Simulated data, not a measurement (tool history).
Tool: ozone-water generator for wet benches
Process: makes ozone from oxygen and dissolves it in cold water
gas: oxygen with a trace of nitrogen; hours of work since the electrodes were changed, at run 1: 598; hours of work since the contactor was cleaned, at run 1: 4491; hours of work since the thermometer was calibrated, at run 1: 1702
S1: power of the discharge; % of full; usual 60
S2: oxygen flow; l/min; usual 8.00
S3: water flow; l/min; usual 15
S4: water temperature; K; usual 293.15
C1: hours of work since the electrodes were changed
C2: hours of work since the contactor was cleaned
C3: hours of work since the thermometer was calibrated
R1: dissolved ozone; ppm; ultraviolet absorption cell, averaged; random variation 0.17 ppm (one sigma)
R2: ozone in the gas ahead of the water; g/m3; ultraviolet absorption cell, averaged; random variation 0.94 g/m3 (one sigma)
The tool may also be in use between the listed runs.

run 1 hour=0.0 | S1=60 S2=8.00 S3=15 S4=293.15 | C1=598 C2=4491 C3=1702 | R1=23.9 R2=159.5
run 2 hour=74.3 | S1=60 S2=8.00 S3=15 S4=293.15 | C1=660 C2=4553 C3=1764 | R1=23.6 R2=157.1
run 3 hour=150.5 | S1=60 S2=8.00 S3=15 S4=293.15 | C1=724 C2=4617 C3=1828 | R1=23.7 R2=158.0
run 4 hour=201.6 | S1=60 S2=8.00 S3=9 S4=293.15 | C1=767 C2=4659 C3=1871 | R1=30.2 R2=157.4
run 5 hour=242.3 | S1=60 S2=8.00 S3=15 S4=293.15 | C1=801 C2=4694 C3=1905 | R1=23.7 R2=157.4
run 6 hour=323.4 | S1=60 S2=8.00 S3=15 S4=293.15 | C1=869 C2=4761 C3=1973 | R1=24.0 R2=158.1
run 7 hour=380.3 | S1=60 S2=8.00 S3=15 S4=293.15 | C1=916 C2=4809 C3=2021 | R1=23.9 R2=157.0
run 8 hour=467.0 | S1=60 S2=8.00 S3=15 S4=293.15 | C1=989 C2=4882 C3=2093 | R1=23.9 R2=157.7
run 9 hour=525.4 | S1=60 S2=8.00 S3=15 S4=293.15 | C1=1038 C2=4931 C3=2142 | R1=24.0 R2=157.1
run 10 hour=595.3 | S1=60 S2=8.00 S3=15 S4=293.15 | C1=1096 C2=4989 C3=2201 | R1=23.4 R2=156.0
run 11 hour=668.9 | S1=57 S2=8.00 S3=15 S4=293.15 | C1=1158 C2=5051 C3=2262 | R1=22.9 R2=150.6
run 12 hour=719.4 | S1=60 S2=8.00 S3=15 S4=293.15 | C1=1200 C2=5093 C3=2304 | R1=23.7 R2=156.6
run 13 hour=766.1 | S1=56 S2=8.00 S3=15 S4=293.15 | C1=1239 C2=5132 C3=2344 | R1=22.9 R2=148.7
run 14 hour=820.7 | S1=56 S2=8.00 S3=15 S4=293.15 | C1=1285 C2=5178 C3=2389 | R1=22.7 R2=148.2
run 15 hour=907.5 | S1=56 S2=8.00 S3=15 S4=293.15 | C1=1358 C2=5251 C3=2462 | R1=22.8 R2=147.3
run 16 hour=993.3 | S1=60 S2=8.00 S3=15 S4=293.15 | C1=1430 C2=5322 C3=2534 | R1=23.8 R2=155.1
run 17 hour=1065.7 | S1=54 S2=8.00 S3=15 S4=289.15 | C1=1490 C2=5383 C3=2594 | R1=24.0 R2=142.8
run 18 hour=1158.5 | S1=58 S2=12.78 S3=12 S4=288.15 | C1=1568 C2=5461 C3=2672 | R1=26.9 R2=121.7
run 19 hour=1202.4 | S1=58 S2=12.78 S3=12 S4=288.15 | C1=1605 C2=5498 C3=2709 | R1=26.9 R2=121.3

The next listed run, before its measurement:
run 20 hour=1258.0 | S1=58 S2=12.78 S3=12 S4=288.15 | C1=1651 C2=5544 C3=2756 | R1=? R2=?

R1: 26.8 ppm
R2: 121.9 g/m3
Without the tool's hidden state the same run would have given R1 26.9 ppm, R2 124.4 g/m3.
